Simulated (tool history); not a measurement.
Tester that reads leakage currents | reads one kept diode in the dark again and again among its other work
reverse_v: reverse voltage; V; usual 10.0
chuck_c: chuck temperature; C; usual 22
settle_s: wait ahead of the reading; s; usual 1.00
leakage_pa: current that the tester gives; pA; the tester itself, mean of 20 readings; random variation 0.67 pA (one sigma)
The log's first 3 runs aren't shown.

run 4 day=13.796 | reverse_v=10.0 chuck_c=22 settle_s=1.00 | leakage_pa=256.09
run 5 day=18.883 | reverse_v=10.0 chuck_c=31 settle_s=1.00 | leakage_pa=536.59
run 6 day=21.288 | reverse_v=10.0 chuck_c=22 settle_s=1.00 | leakage_pa=260.75
run 7 day=24.688 | reverse_v=10.0 chuck_c=22 settle_s=2.52 | leakage_pa=260.93
run 8 day=26.921 | reverse_v=10.0 chuck_c=22 settle_s=1.00 | leakage_pa=264.09
run 9 day=30.700 | reverse_v=10.0 chuck_c=22 settle_s=1.00 | leakage_pa=265.81
run 10 day=33.058 | reverse_v=10.0 chuck_c=22 settle_s=1.00 | leakage_pa=268.22
run 11 day=36.333 | reverse_v=10.0 chuck_c=22 settle_s=1.00 | leakage_pa=268.76
run 12 day=39.621 | reverse_v=10.0 chuck_c=22 settle_s=1.00 | leakage_pa=271.47
run 13 day=43.267 | reverse_v=10.0 chuck_c=22 settle_s=1.00 | leakage_pa=273.84
run 14 day=45.992 | reverse_v=10.0 chuck_c=22 settle_s=1.00 | leakage_pa=275.45
run 15 day=49.788 | reverse_v=10.0 chuck_c=22 settle_s=1.00 | leakage_pa=276.69
-- day=53.904 chuck's temperature calibrated
run 16 day=54.467 | reverse_v=10.0 chuck_c=22 settle_s=1.00 | leakage_pa=236.43
run 17 day=59.600 | reverse_v=10.0 chuck_c=22 settle_s=7.50 | leakage_pa=236.09
run 18 day=64.296 | reverse_v=10.0 chuck_c=22 settle_s=1.00 | leakage_pa=240.20
run 19 day=69.125 | reverse_v=10.0 chuck_c=22 settle_s=1.00 | leakage_pa=242.14
run 20 day=72.671 | reverse_v=12.4 chuck_c=22 settle_s=1.00 | leakage_pa=280.24
run 21 day=75.396 | reverse_v=1.3 chuck_c=22 settle_s=2.21 | leakage_pa=69.36
run 22 day=80.462 | reverse_v=1.3 chuck_c=22 settle_s=2.21 | leakage_pa=69.74
run 23 day=83.096 | reverse_v=1.3 chuck_c=22 settle_s=2.21 | leakage_pa=70.24
run 24 day=86.375 | reverse_v=4.0 chuck_c=50 settle_s=1.55 | leakage_pa=1246.16
run 25 day=91.217 | reverse_v=4.0 chuck_c=50 settle_s=0.41 | leakage_pa=1267.41
run 26 day=93.546 | reverse_v=9.0 chuck_c=28 settle_s=3.59 | leakage_pa=384.83
run 27 day=97.500 | reverse_v=9.0 chuck_c=28 settle_s=3.59 | leakage_pa=384.95

Forecast run 28:
run 28 day=101.633 | reverse_v=1.5 chuck_c=24 settle_s=3.59 | leakage_pa=?

Run 28 gave leakage_pa 93.36 pA.
Without the tool's hidden state the same run would have given leakage_pa 84.17 pA.
